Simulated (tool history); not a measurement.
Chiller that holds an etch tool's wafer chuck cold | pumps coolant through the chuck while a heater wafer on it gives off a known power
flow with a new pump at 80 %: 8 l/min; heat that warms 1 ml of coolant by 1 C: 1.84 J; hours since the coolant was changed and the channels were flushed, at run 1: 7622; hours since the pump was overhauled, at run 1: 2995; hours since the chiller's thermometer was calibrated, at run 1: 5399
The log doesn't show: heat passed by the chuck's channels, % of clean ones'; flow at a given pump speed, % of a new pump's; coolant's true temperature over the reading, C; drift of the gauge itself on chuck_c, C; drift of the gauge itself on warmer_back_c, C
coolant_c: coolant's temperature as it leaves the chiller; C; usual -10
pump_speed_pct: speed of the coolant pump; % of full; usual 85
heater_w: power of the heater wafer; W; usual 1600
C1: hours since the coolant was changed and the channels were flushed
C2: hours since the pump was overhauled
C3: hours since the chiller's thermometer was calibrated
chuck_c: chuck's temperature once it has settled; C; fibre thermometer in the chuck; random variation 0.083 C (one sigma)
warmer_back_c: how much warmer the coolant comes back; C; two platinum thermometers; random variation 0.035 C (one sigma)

Run 1, hour 0.0: usual settings; C1 7622; C2 2995; C3 5399. Result: chuck_c 0.86 C, warmer_back_c 6.12 C.
Run 2, hour 40.7: usual settings; C1 7663; C2 3036; C3 5440. Result: chuck_c 0.93 C, warmer_back_c 6.17 C.
Run 3, hour 116.1: usual settings but coolant_c -4 C; C1 7738; C2 3111; C3 5515. Result: chuck_c 6.91 C, warmer_back_c 6.12 C.
Run 4, hour 149.5: usual settings but coolant_c -4 C; C1 7771; C2 3145; C3 5549. Result: chuck_c 6.75 C, warmer_back_c 6.13 C.
Run 5, hour 228.7: usual settings but coolant_c -4 C; C1 7851; C2 3224; C3 5628. Result: chuck_c 6.76 C, warmer_back_c 6.10 C.
At hour 274.8: chiller's thermometer calibrated.
Run 6, hour 298.2: usual settings but coolant_c -4 C, heater_w 1372 W; C1 7919; C2 3292; C3 23. Result: chuck_c 5.34 C, warmer_back_c 5.27 C.
Run 7, hour 361.6: usual settings but coolant_c -15 C, heater_w 1372 W; C1 7982; C2 3356; C3 87. Result: chuck_c -5.62 C, warmer_back_c 5.30 C.
Run 8, hour 405.3: usual settings but coolant_c -15 C, heater_w 1372 W; C1 8026; C2 3400; C3 131. Result: chuck_c -5.75 C, warmer_back_c 5.21 C.
Run 9, hour 475.9: usual settings but coolant_c -15 C, heater_w 1372 W; C1 8097; C2 3470; C3 201. Result: chuck_c -5.66 C, warmer_back_c 5.27 C.
Run 10, hour 511.2: usual settings; C1 8132; C2 3505; C3 236. Result: chuck_c 0.91 C, warmer_back_c 6.16 C.
Run 11, hour 576.7: usual settings but coolant_c -13 C; C1 8197; C2 3571; C3 302. Result: chuck_c -2.06 C, warmer_back_c 6.16 C.
Run 12, hour 657.6: usual settings but coolant_c -11 C, heater_w 920 W; C1 8278; C2 3652; C3 383. Result: chuck_c -4.73 C, warmer_back_c 3.55 C.
Run 13, hour 739.0: usual settings but coolant_c -11 C, pump_speed_pct 86 % of full, heater_w 838 W; C1 8360; C2 3733; C3 464. Result: chuck_c -5.31 C, warmer_back_c 3.19 C.
Run 14, hour 792.0: usual settings but heater_w 2129 W; C1 8413; C2 3786; C3 517. Result: chuck_c 4.46 C, warmer_back_c 8.18 C.
Run 15, hour 866.9: usual settings but pump_speed_pct 68 % of full, heater_w 1050 W; C1 8488; C2 3861; C3 592. Result: chuck_c -1.87 C, warmer_back_c 4.99 C.
Run 16, hour 914.3: usual settings but coolant_c -17 C, heater_w 1786 W; C1 8535; C2 3908; C3 640. Result: chuck_c -4.92 C, warmer_back_c 6.83 C.
Run 17, hour 971.1: usual settings but coolant_c -17 C, heater_w 1786 W; C1 8592; C2 3965; C3 696. Result: chuck_c -4.71 C, warmer_back_c 6.83 C.
Run 18, hour 1034.6: usual settings but coolant_c -13 C, pump_speed_pct 83 % of full, heater_w 1751 W; C1 8655; C2 4029; C3 760. Result: chuck_c -0.88 C, warmer_back_c 6.81 C.
Run 19, hour 1085.5: usual settings but coolant_c -5 C, pump_speed_pct 73 % of full, heater_w 848 W; C1 8706; C2 4080; C3 811. Result: chuck_c 1.36 C, warmer_back_c 3.77 C.
Run 20, hour 1158.8: usual settings but pump_speed_pct 80 % of full; C1 8780; C2 4153; C3 884. Result: chuck_c 1.24 C, warmer_back_c 6.51 C.
Run 21, hour 1206.7: usual settings but coolant_c -16 C, pump_speed_pct 80 % of full, heater_w 1345 W; C1 8828; C2 4201; C3 932. Result: chuck_c -6.31 C, warmer_back_c 5.47 C.

Hidden state at the last listed run before each entry between runs and at the first one after, where it differs:
Between runs 5 and 6: chiller's thermometer calibrated (hour 274.8)
  coolant's true temperature over the reading, C: 0.01 -> 0

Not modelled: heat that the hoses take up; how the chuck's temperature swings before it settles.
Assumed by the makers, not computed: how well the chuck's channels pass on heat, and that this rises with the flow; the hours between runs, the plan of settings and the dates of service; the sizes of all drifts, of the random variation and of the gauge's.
